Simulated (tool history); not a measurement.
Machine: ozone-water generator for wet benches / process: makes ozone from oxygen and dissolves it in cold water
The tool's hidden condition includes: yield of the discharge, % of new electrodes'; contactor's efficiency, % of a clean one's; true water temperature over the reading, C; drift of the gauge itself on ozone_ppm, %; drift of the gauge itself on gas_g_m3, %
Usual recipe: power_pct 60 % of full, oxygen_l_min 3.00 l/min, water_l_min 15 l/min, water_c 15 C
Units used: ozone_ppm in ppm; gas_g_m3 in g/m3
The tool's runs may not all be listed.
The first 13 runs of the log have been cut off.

run,hour,power_pct,oxygen_l_min,water_l_min,water_c,hours of work since the electrodes were changed,hours of work since the contactor was cleaned,hours of work since the thermometer was calibrated,ozone_ppm,gas_g_m3
14,1147.7,48,3.00,14,15,1751,1502,920,12.1,122.1
15,1233.1,48,3.00,14,15,1833,1584,1002,12.4,123.4
16,1322.8,60,3.00,15,22,1919,1670,1088,12.4,143.1
# hour 1338.6: contactor cleaned
17,1390.8,60,3.00,15,22,1980,50,1149,12.3,142.9
18,1522.9,60,2.38,15,9,2107,177,1276,13.4,154.7
19,1637.2,60,1.71,15,8,2216,286,1386,11.5,172.2
20,1735.8,65,1.71,22,8,2311,381,1480,8.1,183.3
21,1810.9,60,3.34,21,13,2383,453,1552,10.1,135.1
22,1887.0,56,3.00,15,19,2456,526,1625,12.0,135.4
23,2006.6,61,2.34,17,12,2570,640,1740,11.2,155.7
24,2104.9,60,1.82,13,22,2664,735,1834,11.8,168.1
# hour 2124.9: contactor cleaned, once more
25,2171.1,60,1.82,13,7,2724,44,1893,14.0,166.5
26,2270.4,96,2.49,15,15,2819,139,1989,17.3,206.3
27,2387.5,96,2.49,15,15,2931,252,2101,17.1,204.8
28,2473.3,96,2.49,15,15,3014,334,2183,17.0,206.8
29,2595.2,43,3.00,18,15,3131,451,2300,8.9,110.2
30,2672.2,43,4.00,17,15,3204,524,2374,10.4,100.6
31,2759.7,68,3.08,12,17,3288,608,2458,16.8,150.2
32,2889.4,68,3.08,12,17,3413,733,2582,16.8,147.6
33,2955.4,51,3.00,15,15,3476,796,2645,11.6,122.8

Predict each of these 4 candidate next runs independently; none follows another, all start after run 33:
A,3027.1,51,3.64,19,15,3545,865,2714,?,?
B,3027.1,64,3.00,9,9,3545,865,2714,?,?
C,3027.1,100,3.00,15,15,3545,865,2714,?,?
D,3027.1,51,3.00,15,11,3545,865,2714,?,?

run,ozone_ppm,gas_g_m3
A,10.2,116.1
B,22.1,144.9
C,18.5,193.7
D,12.4,124.4
The same runs, with their run-to-run variation unchanged, on a tool lacking any hidden condition would have given:
run,ozone_ppm,gas_g_m3
A,11.1,124.4
B,24.4,157.3
C,21.0,216.2
D,13.4,133.2

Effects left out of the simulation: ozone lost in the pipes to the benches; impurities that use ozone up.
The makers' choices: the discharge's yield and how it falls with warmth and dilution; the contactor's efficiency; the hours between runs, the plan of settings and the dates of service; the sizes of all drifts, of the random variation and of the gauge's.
